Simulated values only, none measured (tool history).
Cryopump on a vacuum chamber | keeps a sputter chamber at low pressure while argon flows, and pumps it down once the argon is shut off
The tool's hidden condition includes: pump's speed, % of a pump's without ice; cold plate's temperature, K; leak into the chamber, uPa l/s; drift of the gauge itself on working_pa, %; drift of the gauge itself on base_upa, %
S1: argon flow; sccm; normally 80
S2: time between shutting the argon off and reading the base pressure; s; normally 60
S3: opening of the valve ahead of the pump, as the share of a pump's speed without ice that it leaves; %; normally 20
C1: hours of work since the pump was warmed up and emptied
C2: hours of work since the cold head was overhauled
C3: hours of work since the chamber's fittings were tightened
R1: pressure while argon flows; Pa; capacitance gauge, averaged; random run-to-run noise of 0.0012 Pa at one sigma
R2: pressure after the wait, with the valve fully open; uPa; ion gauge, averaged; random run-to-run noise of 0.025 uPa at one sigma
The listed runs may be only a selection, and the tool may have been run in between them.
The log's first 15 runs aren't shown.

| run | day | S1 | S2 | S3 | C1 | C2 | C3 | R1 | R2 |
|---|---|---|---|---|---|---|---|---|---|
| 16 | 38.533 | 80 | 60 | 20 | 110 | 2279 | 106 | 0.2864 | 1.08 |
| 17 | 41.375 | 80 | 60 | 20 | 154 | 2323 | 150 | 0.2873 | 1.10 |
| 18 | 43.871 | 80 | 185 | 20 | 193 | 2362 | 189 | 0.2892 | 0.56 |
| 19 | 46.654 | 80 | 185 | 20 | 237 | 2405 | 232 | 0.2911 | 0.56 |
| 20 | 49.608 | 89 | 63 | 20 | 283 | 2451 | 278 | 0.3284 | 1.13 |
| 21 | 51.438 | 90 | 60 | 17 | 311 | 2480 | 307 | 0.3894 | 1.24 |
| 22 | 54.467 | 90 | 60 | 17 | 359 | 2527 | 354 | 0.3931 | 1.20 |
| 23 | 56.271 | 89 | 191 | 47 | 387 | 2555 | 382 | 0.1564 | 0.63 |
|  | 56.904 | pump warmed up, emptied and cooled again |
| 24 | 58.938 | 41 | 23 | 33 | 32 | 2594 | 421 | 0.0877 | 2.62 |
| 25 | 62.150 | 32 | 58 | 37 | 82 | 2644 | 471 | 0.0628 | 1.23 |
| 26 | 63.996 | 80 | 135 | 50 | 111 | 2672 | 499 | 0.1186 | 0.69 |
| 27 | 66.083 | 80 | 135 | 50 | 143 | 2705 | 532 | 0.1194 | 0.69 |
| 28 | 68.217 | 80 | 135 | 50 | 176 | 2738 | 565 | 0.1226 | 0.75 |
| 29 | 71.479 | 41 | 118 | 54 | 227 | 2789 | 616 | 0.0603 | 0.78 |
| 30 | 72.912 | 41 | 118 | 54 | 250 | 2811 | 639 | 0.0598 | 0.85 |
| 31 | 74.925 | 56 | 32 | 36 | 281 | 2843 | 670 | 0.1202 | 2.16 |
| 32 | 77.500 | 82 | 58 | 40 | 321 | 2883 | 710 | 0.1616 | 1.35 |
| 33 | 79.192 | 71 | 61 | 27 | 348 | 2909 | 736 | 0.2020 | 1.34 |

Below are 5 alternative next runs, each starting from the tool's condition after run 33. Predict each:
|  | 82.358 | pump warmed up, emptied and cooled again |
| A | 82.358 | 80 | 26 | 28 | 0 | 2956 | 783 | ? | ? |
|  | 82.358 | pump warmed up, emptied and cooled again |
| B | 82.358 | 80 | 43 | 22 | 0 | 2956 | 783 | ? | ? |
|  | 82.358 | pump warmed up, emptied and cooled again |
| C | 82.358 | 71 | 61 | 23 | 0 | 2956 | 783 | ? | ? |
|  | 82.358 | pump warmed up, emptied and cooled again |
| D | 82.358 | 90 | 119 | 52 | 0 | 2956 | 783 | ? | ? |
|  | 82.358 | pump warmed up, emptied and cooled again |
| E | 82.358 | 80 | 155 | 20 | 0 | 2956 | 783 | ? | ? |

| run | R1 | R2 |
|---|---|---|
| A | 0.2019 | 2.51 |
| B | 0.2578 | 1.54 |
| C | 0.2171 | 1.28 |
| D | 0.1241 | 0.79 |
| E | 0.2814 | 0.70 |
What these runs would have given with no unlogged condition in the tool:
| run | R1 | R2 |
|---|---|---|
| A | 0.1991 | 2.29 |
| B | 0.2549 | 1.33 |
| C | 0.2146 | 1.06 |
| D | 0.1209 | 0.57 |
| E | 0.2786 | 0.49 |
